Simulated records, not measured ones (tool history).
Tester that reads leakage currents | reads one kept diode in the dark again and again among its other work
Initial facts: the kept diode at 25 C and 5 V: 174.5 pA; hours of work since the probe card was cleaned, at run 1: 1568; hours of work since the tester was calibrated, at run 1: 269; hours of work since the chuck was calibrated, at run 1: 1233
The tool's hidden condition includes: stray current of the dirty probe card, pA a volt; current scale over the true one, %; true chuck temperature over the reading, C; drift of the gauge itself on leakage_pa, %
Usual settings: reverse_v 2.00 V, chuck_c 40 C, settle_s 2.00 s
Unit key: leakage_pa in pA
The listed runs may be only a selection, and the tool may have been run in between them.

| run | hour | reverse_v | chuck_c | settle_s | hours of work since the probe card was cleaned | hours of work since the tester was calibrated | hours of work since the chuck was calibrated | leakage_pa |
|---|---|---|---|---|---|---|---|---|
| 1 | 0.0 | 2.00 | 40 | 2.00 | 1568 | 269 | 1233 | 381.96 |
| 2 | 20.5 | 2.00 | 40 | 2.00 | 1578 | 279 | 1244 | 380.17 |
| 3 | 51.1 | 2.00 | 40 | 2.00 | 1593 | 294 | 1259 | 379.49 |
| 4 | 66.7 | 2.00 | 40 | 2.00 | 1601 | 302 | 1267 | 381.67 |
| 5 | 88.3 | 2.00 | 40 | 2.00 | 1612 | 313 | 1278 | 381.30 |
| 6 | 115.4 | 2.00 | 40 | 2.00 | 1625 | 326 | 1291 | 381.12 |
| 7 | 146.6 | 2.00 | 40 | 5.19 | 1641 | 342 | 1307 | 384.33 |
| 8 | 159.7 | 2.00 | 40 | 5.19 | 1648 | 349 | 1313 | 382.61 |
| 9 | 187.4 | 2.00 | 40 | 5.19 | 1661 | 363 | 1327 | 382.83 |
| 10 | 208.5 | 1.38 | 40 | 5.19 | 1672 | 373 | 1338 | 324.83 |
| 11 | 228.1 | 1.38 | 40 | 5.19 | 1682 | 383 | 1348 | 325.80 |
| 12 | 256.4 | 1.38 | 40 | 5.19 | 1696 | 397 | 1362 | 324.48 |
| 13 | 278.2 | 1.38 | 40 | 5.19 | 1707 | 408 | 1373 | 324.67 |
| 14 | 303.7 | 1.38 | 40 | 5.19 | 1720 | 421 | 1386 | 325.53 |
| 15 | 320.7 | 2.00 | 40 | 2.00 | 1728 | 429 | 1394 | 384.45 |
| 16 | 347.0 | 2.00 | 40 | 2.00 | 1741 | 443 | 1407 | 385.89 |
| 17 | 375.2 | 2.00 | 40 | 2.00 | 1756 | 457 | 1421 | 386.43 |
|  | 378.7 | tester calibrated |
| 18 | 403.2 | 2.00 | 40 | 2.00 | 1769 | 12 | 1434 | 386.24 |
| 19 | 434.1 | 7.40 | 40 | 2.00 | 1784 | 28 | 1450 | 699.51 |
| 20 | 464.2 | 7.40 | 40 | 2.00 | 1799 | 43 | 1465 | 696.84 |
| 21 | 491.9 | 4.94 | 40 | 0.68 | 1813 | 57 | 1479 | 586.20 |
| 22 | 506.4 | 18.85 | 32 | 3.14 | 1820 | 64 | 1486 | 626.08 |
| 23 | 536.9 | 18.85 | 32 | 3.14 | 1836 | 79 | 1502 | 621.82 |
| 24 | 563.8 | 2.00 | 22 | 4.69 | 1849 | 93 | 1515 | 105.79 |
|  | 569.3 | tester calibrated, once more |
| 25 | 595.9 | 6.70 | 40 | 1.08 | 1864 | 13 | 1530 | 675.41 |
| 26 | 612.3 | 6.95 | 37 | 1.96 | 1873 | 22 | 1538 | 560.04 |
| 27 | 639.3 | 4.09 | 52 | 2.00 | 1886 | 35 | 1552 | 1194.08 |
| 28 | 666.8 | 4.09 | 52 | 2.00 | 1900 | 49 | 1566 | 1190.51 |
| 29 | 684.2 | 3.86 | 26 | 1.61 | 1909 | 58 | 1574 | 196.17 |
| 30 | 703.0 | 3.27 | 50 | 1.10 | 1918 | 67 | 1584 | 953.46 |
| 31 | 729.5 | 1.36 | 50 | 1.10 | 1931 | 80 | 1597 | 642.75 |
| 32 | 747.0 | 2.00 | 50 | 1.98 | 1940 | 89 | 1606 | 761.78 |
| 33 | 773.4 | 2.00 | 26 | 5.52 | 1953 | 102 | 1619 | 145.04 |
| 34 | 788.4 | 1.48 | 26 | 1.48 | 1961 | 110 | 1627 | 126.45 |
|  | 808.0 | probe card cleaned and baked |
| 35 | 817.1 | 1.48 | 26 | 1.48 | 5 | 123 | 1640 | 123.87 |
| 36 | 837.8 | 3.87 | 46 | 0.89 | 15 | 133 | 1650 | 792.67 |
| 37 | 857.1 | 1.45 | 40 | 2.00 | 25 | 143 | 1660 | 337.90 |
| 38 | 871.9 | 1.33 | 37 | 2.11 | 32 | 150 | 1667 | 263.77 |
| 39 | 900.0 | 1.18 | 58 | 3.69 | 46 | 164 | 1681 | 1004.65 |

Hidden state at the last listed run before each entry between runs and at the first one after, where it differs:
Runs 17 to 18: tester calibrated (hour 378.7)
  stray current of the dirty probe card, pA a volt: 1.427 -> 1.438; current scale over the true one, %: -0.2 -> -0.3; true chuck temperature over the reading, C: 1.4 -> 1.41
  measured value less the no-hidden-state value, leakage_pa: +37.59 -> +37.54 pA
Runs 24 to 25: tester calibrated, once more (hour 569.3)
  stray current of the dirty probe card, pA a volt: 1.502 -> 1.515; current scale over the true one, %: -0.33 -> 0; true chuck temperature over the reading, C: 1.5 -> 1.51
  measured value less the no-hidden-state value, leakage_pa: +13.98 -> +76.17 pA
Runs 34 to 35: probe card cleaned and baked (hour 808.0)
  stray current of the dirty probe card, pA a volt: 1.594 -> 0.027; true chuck temperature over the reading, C: 1.61 -> 1.63
  measured value less the no-hidden-state value, leakage_pa: +16.58 -> +14.34 pA
